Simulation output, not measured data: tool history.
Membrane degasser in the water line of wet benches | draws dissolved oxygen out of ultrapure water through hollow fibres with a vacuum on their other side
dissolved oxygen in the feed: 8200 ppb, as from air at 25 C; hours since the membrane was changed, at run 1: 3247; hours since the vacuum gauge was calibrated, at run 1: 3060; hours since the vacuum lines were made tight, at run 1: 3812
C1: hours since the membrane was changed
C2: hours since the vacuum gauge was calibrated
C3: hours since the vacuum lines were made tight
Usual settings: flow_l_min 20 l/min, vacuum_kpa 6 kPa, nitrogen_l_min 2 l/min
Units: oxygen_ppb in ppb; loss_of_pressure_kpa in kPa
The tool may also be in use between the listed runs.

{"run": 1, "hour": 0.0, "flow_l_min": 20, "vacuum_kpa": 6, "nitrogen_l_min": 2, "C1": 3247, "C2": 3060, "C3": 3812, "oxygen_ppb": 194.7, "loss_of_pressure_kpa": 47.66}
{"run": 2, "hour": 59.3, "flow_l_min": 15, "vacuum_kpa": 6, "nitrogen_l_min": 2, "C1": 3307, "C2": 3119, "C3": 3871, "oxygen_ppb": 115.6, "loss_of_pressure_kpa": 35.51}
{"run": 3, "hour": 132.9, "flow_l_min": 15, "vacuum_kpa": 6, "nitrogen_l_min": 2, "C1": 3380, "C2": 3193, "C3": 3945, "oxygen_ppb": 114, "loss_of_pressure_kpa": 35.59}
{"run": 4, "hour": 203.5, "flow_l_min": 20, "vacuum_kpa": 6, "nitrogen_l_min": 2, "C1": 3451, "C2": 3263, "C3": 4015, "oxygen_ppb": 190.5, "loss_of_pressure_kpa": 47.18}
{"run": 5, "hour": 285.7, "flow_l_min": 20, "vacuum_kpa": 6, "nitrogen_l_min": 2, "C1": 3533, "C2": 3345, "C3": 4097, "oxygen_ppb": 187.9, "loss_of_pressure_kpa": 47.38}
{"run": 6, "hour": 344.2, "flow_l_min": 20, "vacuum_kpa": 6, "nitrogen_l_min": 2.12, "C1": 3592, "C2": 3404, "C3": 4156, "oxygen_ppb": 187, "loss_of_pressure_kpa": 47.33}
{"run": 7, "hour": 390.0, "flow_l_min": 13, "vacuum_kpa": 6, "nitrogen_l_min": 2, "C1": 3637, "C2": 3450, "C3": 4202, "oxygen_ppb": 87.8, "loss_of_pressure_kpa": 30.99}
{"run": 8, "hour": 435.0, "flow_l_min": 20, "vacuum_kpa": 6, "nitrogen_l_min": 2, "C1": 3682, "C2": 3495, "C3": 4247, "oxygen_ppb": 192.4, "loss_of_pressure_kpa": 47.22}
{"run": 9, "hour": 504.3, "flow_l_min": 13, "vacuum_kpa": 6, "nitrogen_l_min": 2, "C1": 3752, "C2": 3564, "C3": 4316, "oxygen_ppb": 88.4, "loss_of_pressure_kpa": 31.05}
{"run": 10, "hour": 579.4, "flow_l_min": 13, "vacuum_kpa": 6, "nitrogen_l_min": 2, "C1": 3827, "C2": 3639, "C3": 4391, "oxygen_ppb": 88.1, "loss_of_pressure_kpa": 30.39}
{"run": 11, "hour": 623.4, "flow_l_min": 13, "vacuum_kpa": 6, "nitrogen_l_min": 2, "C1": 3871, "C2": 3683, "C3": 4435, "oxygen_ppb": 86.8, "loss_of_pressure_kpa": 31.06}
{"run": 12, "hour": 659.5, "flow_l_min": 20, "vacuum_kpa": 6, "nitrogen_l_min": 2, "C1": 3907, "C2": 3719, "C3": 4471, "oxygen_ppb": 194.1, "loss_of_pressure_kpa": 47.76}
{"run": 13, "hour": 735.2, "flow_l_min": 20, "vacuum_kpa": 5.35, "nitrogen_l_min": 2, "C1": 3983, "C2": 3795, "C3": 4547, "oxygen_ppb": 176.5, "loss_of_pressure_kpa": 47.74}
{"run": 14, "hour": 775.0, "flow_l_min": 20, "vacuum_kpa": 5.35, "nitrogen_l_min": 2, "C1": 4023, "C2": 3835, "C3": 4587, "oxygen_ppb": 177.7, "loss_of_pressure_kpa": 47.72}
{"run": 15, "hour": 829.6, "flow_l_min": 20, "vacuum_kpa": 5.35, "nitrogen_l_min": 2, "C1": 4077, "C2": 3889, "C3": 4641, "oxygen_ppb": 175.1, "loss_of_pressure_kpa": 47.52}
{"run": 16, "hour": 871.9, "flow_l_min": 20, "vacuum_kpa": 5.35, "nitrogen_l_min": 2, "C1": 4119, "C2": 3932, "C3": 4684, "oxygen_ppb": 174.7, "loss_of_pressure_kpa": 47.59}
{"run": 17, "hour": 930.1, "flow_l_min": 20, "vacuum_kpa": 5.35, "nitrogen_l_min": 2, "C1": 4178, "C2": 3990, "C3": 4742, "oxygen_ppb": 177.2, "loss_of_pressure_kpa": 47.39}
{"run": 18, "hour": 974.0, "flow_l_min": 23, "vacuum_kpa": 8.52, "nitrogen_l_min": 2, "C1": 4222, "C2": 4034, "C3": 4786, "oxygen_ppb": 307.6, "loss_of_pressure_kpa": 54.9}
{"run": 19, "hour": 1041.0, "flow_l_min": 30, "vacuum_kpa": 8.52, "nitrogen_l_min": 3.69, "C1": 4288, "C2": 4101, "C3": 4853, "oxygen_ppb": 377.8, "loss_of_pressure_kpa": 71.43}
{"run": 20, "hour": 1123.1, "flow_l_min": 30, "vacuum_kpa": 8.52, "nitrogen_l_min": 3.69, "C1": 4371, "C2": 4183, "C3": 4935, "oxygen_ppb": 390.4, "loss_of_pressure_kpa": 71.62}
{"run": 21, "hour": 1164.2, "flow_l_min": 30, "vacuum_kpa": 8.52, "nitrogen_l_min": 3.69, "C1": 4412, "C2": 4224, "C3": 4976, "oxygen_ppb": 385.3, "loss_of_pressure_kpa": 71.23}

Run 22 comes next. What will it give?
{"run": 22, "hour": 1217.6, "flow_l_min": 30, "vacuum_kpa": 8.52, "nitrogen_l_min": 3.69, "C1": 4465, "C2": 4277, "C3": 5029, "oxygen_ppb": "?", "loss_of_pressure_kpa": "?"}

Run 22 gave oxygen_ppb 381.1 ppb, loss_of_pressure_kpa 71.45 kPa.
Without the tool's hidden state the same run would have given oxygen_ppb 380.7 ppb, loss_of_pressure_kpa 71.43 kPa.
